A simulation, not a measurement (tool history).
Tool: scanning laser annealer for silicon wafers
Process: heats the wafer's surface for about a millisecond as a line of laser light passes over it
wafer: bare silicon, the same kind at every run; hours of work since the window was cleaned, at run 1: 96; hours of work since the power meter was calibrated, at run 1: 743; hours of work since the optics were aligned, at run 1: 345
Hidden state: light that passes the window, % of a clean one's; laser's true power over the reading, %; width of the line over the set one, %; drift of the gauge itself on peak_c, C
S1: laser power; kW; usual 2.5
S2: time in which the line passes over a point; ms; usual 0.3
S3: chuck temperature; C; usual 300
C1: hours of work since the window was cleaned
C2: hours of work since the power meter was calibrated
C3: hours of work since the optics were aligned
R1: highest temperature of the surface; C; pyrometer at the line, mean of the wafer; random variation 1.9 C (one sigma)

run	hour	S1	S2	S3	C1	C2	C3	R1
1	0	2.5	0.3	300	96	743	345	1116
2	72.8	2.288	0.3	300	135	783	385	1050
3	134.7	2.5	0.3	306	169	817	418	1119
4	217.1	2.5	0.3	306	214	861	463	1118
5	304.1	2.5	0.3	306	261	909	510	1119
6	360.8	2.5	0.3	306	292	940	541	1119
7	413.1	2.5	0.3	306	321	968	570	1119
8	499.7	2.5	0.342	306	368	1015	617	1174
9	558.4	2.128	0.3	300	400	1047	649	998
10	632.9	2.128	0.3	300	440	1088	689	992
11	670.1	2.5	0.3	300	460	1108	710	1109
12	744.3	2.27	0.3	300	501	1148	750	1035
13	821.4	2.27	0.3	300	543	1190	792	1036
14	858.8	2.27	0.3	300	563	1211	812	1033
15	935.5	2.517	0.3	300	605	1252	854	1109
# hour 942.4: laser's power meter calibrated
# hour 992.5: optics aligned, line set to its width
16	992.5	2.5	0.3	320	631	25	0	1129
17	1040.9	2.745	0.3	320	658	51	26	1202
18	1115.5	2.745	0.3	320	698	91	67	1209
# hour 1123.1: window over the wafer cleaned
19	1187.2	2.745	0.3	320	35	129	105	1223
20	1246.8	2.745	0.3	320	67	162	137	1223
21	1324.1	2.5	0.341	300	109	204	179	1175
22	1372.4	2.5	0.341	300	136	230	206	1182
# hour 1398: laser's power meter calibrated, once more
23	1420.5	2.5	0.341	300	160	12	230	1170
24	1457.1	2.5	0.341	300	180	32	250	1170
25	1545.4	2.5	0.341	300	228	80	298	1166
26	1605.5	2.5	0.341	300	261	113	331	1166
27	1666.5	2.5	0.341	300	294	146	364	1164
28	1745	2.721	0.341	277	337	189	407	1212
29	1790.8	2.721	0.341	277	362	214	432	1210
30	1836.9	2.53	0.356	340	387	239	457	1235
31	1902.2	2.308	0.228	340	422	274	492	990
32	1940.9	2.346	0.326	325	443	295	513	1120
33	1990.7	2.554	0.229	273	471	323	541	988
34	2056.1	2.2	0.225	300	506	358	576	913
35	2107.4	2.5	0.217	336	534	386	604	1017
36	2154.8	2.5	0.217	336	560	412	630	1018
37	2244	2.5	0.267	300	608	460	678	1056
38	2300.8	2.5	0.267	300	639	491	709	1056
39	2357.7	2.671	0.3	300	670	522	740	1150
40	2407.7	2.671	0.3	300	697	549	767	1153
# hour 2415.9: window over the wafer cleaned
41	2459.1	2.336	0.302	275	24	576	794	1039

Hidden state or all else? Some run-to-run changes of R1, split into what the settings, what came in and random variation would give without the hidden state, and what is left for the hidden state (with any gauge scatter that isn't in both results):
Run 8 -> 9: S1 2.5 -> 2.128, S2 0.342 -> 0.3, S3 306 -> 300. R1 -176 C: hidden state +3, all else -179.
Run 18 -> 19: window over the wafer cleaned. R1 +14 C: hidden state +18, all else -4.
Run 22 -> 23: laser's power meter calibrated, once more. R1 -12 C: hidden state -9, all else -3.
Run 30 -> 31: S1 2.53 -> 2.308, S2 0.356 -> 0.228. R1 -245 C: hidden state +4, all else -249.
Run 32 -> 33: S1 2.346 -> 2.554, S2 0.326 -> 0.229, S3 325 -> 273. R1 -132 C: hidden state +1, all else -133.
Run 40 -> 41: S1 2.671 -> 2.336, S2 0.3 -> 0.302, S3 300 -> 275, window over the wafer cleaned. R1 -114 C: hidden state +17, all else -131.

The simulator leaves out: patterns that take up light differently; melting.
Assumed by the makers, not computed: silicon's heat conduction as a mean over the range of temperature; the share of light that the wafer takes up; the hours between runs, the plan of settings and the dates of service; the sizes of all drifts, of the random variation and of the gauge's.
